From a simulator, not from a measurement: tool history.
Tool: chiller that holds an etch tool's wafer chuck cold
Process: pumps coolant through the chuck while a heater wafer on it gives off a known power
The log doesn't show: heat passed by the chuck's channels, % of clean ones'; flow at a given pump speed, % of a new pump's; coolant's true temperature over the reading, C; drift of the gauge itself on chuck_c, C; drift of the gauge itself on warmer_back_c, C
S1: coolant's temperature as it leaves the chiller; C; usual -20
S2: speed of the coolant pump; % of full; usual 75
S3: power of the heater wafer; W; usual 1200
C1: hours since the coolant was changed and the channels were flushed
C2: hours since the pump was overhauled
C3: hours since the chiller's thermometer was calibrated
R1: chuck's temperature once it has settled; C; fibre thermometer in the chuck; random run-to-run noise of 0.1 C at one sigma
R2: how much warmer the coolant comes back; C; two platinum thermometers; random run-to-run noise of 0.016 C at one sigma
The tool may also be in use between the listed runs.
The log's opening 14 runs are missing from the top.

run 15 hour=755.2 | S1=-29 S2=75 S3=1200 | C1=7390 C2=1425 C3=2109 | R1=-15.7 R2=3.54
-- hour=800.8 chiller's thermometer calibrated
run 16 hour=828.8 | S1=-29 S2=84 S3=1200 | C1=7463 C2=1498 C3=28 | R1=-16.3 R2=3.14
run 17 hour=886.7 | S1=-21 S2=92 S3=1200 | C1=7521 C2=1556 C3=86 | R1=-9.1 R2=2.86
run 18 hour=950.1 | S1=-21 S2=92 S3=1200 | C1=7584 C2=1619 C3=149 | R1=-9.2 R2=2.88
run 19 hour=990.6 | S1=-16 S2=92 S3=1313 | C1=7625 C2=1660 C3=190 | R1=-3.1 R2=3.13
run 20 hour=1044.7 | S1=-16 S2=92 S3=1733 | C1=7679 C2=1714 C3=244 | R1=1.2 R2=4.16
run 21 hour=1119.2 | S1=-27 S2=63 S3=739 | C1=7753 C2=1788 C3=318 | R1=-17.8 R2=2.61
-- hour=1137.7 coolant changed, channels flushed
run 22 hour=1167.9 | S1=-26 S2=63 S3=739 | C1=30 C2=1831 C3=361 | R1=-16.7 R2=2.66
run 23 hour=1216.8 | S1=-15 S2=98 S3=739 | C1=79 C2=1880 C3=410 | R1=-7.9 R2=1.67
run 24 hour=1255.5 | S1=-15 S2=96 S3=1219 | C1=118 C2=1919 C3=449 | R1=-3.3 R2=2.8
run 25 hour=1291.3 | S1=-16 S2=81 S3=1383 | C1=154 C2=1955 C3=485 | R1=-1.3 R2=3.8
run 26 hour=1341.2 | S1=-16 S2=81 S3=1383 | C1=203 C2=2004 C3=534 | R1=-1.2 R2=3.81
run 27 hour=1406.5 | S1=-16 S2=81 S3=1383 | C1=269 C2=2070 C3=600 | R1=-1.4 R2=3.79
run 28 hour=1467.6 | S1=-14 S2=91 S3=1258 | C1=330 C2=2131 C3=661 | R1=-1.8 R2=3.07
run 29 hour=1526.2 | S1=-14 S2=91 S3=1258 | C1=389 C2=2189 C3=719 | R1=-1.6 R2=3.08
run 30 hour=1591.4 | S1=-14 S2=91 S3=1258 | C1=454 C2=2255 C3=785 | R1=-1.5 R2=3.04
run 31 hour=1622.5 | S1=-20 S2=75 S3=926 | C1=485 C2=2286 C3=816 | R1=-9.5 R2=2.76

Here are 5 independent what-if runs from the current tool condition. What would each one return?
run A hour=1665.6 | S1=-20 S2=75 S3=1567 | C1=528 C2=2329 C3=859 | R1=? R2=?
run B hour=1665.6 | S1=-12 S2=75 S3=1200 | C1=528 C2=2329 C3=859 | R1=? R2=?
run C hour=1665.6 | S1=-20 S2=75 S3=1002 | C1=528 C2=2329 C3=859 | R1=? R2=?
run D hour=1665.6 | S1=-16 S2=84 S3=1200 | C1=528 C2=2329 C3=859 | R1=? R2=?
run E hour=1665.6 | S1=-23 S2=87 S3=1200 | C1=528 C2=2329 C3=859 | R1=? R2=?

run=A R1=-2.5 R2=4.65
run=B R1=1.4 R2=3.57
run=C R1=-8.8 R2=2.98
run=D R1=-3.6 R2=3.14
run=E R1=-10.7 R2=3.04
Without the tool's unlogged condition, the same runs would have read:
run=A R1=-2.5 R2=4.65
run=B R1=1.4 R2=3.57
run=C R1=-8.8 R2=2.98
run=D R1=-3.6 R2=3.14
run=E R1=-10.7 R2=3.04
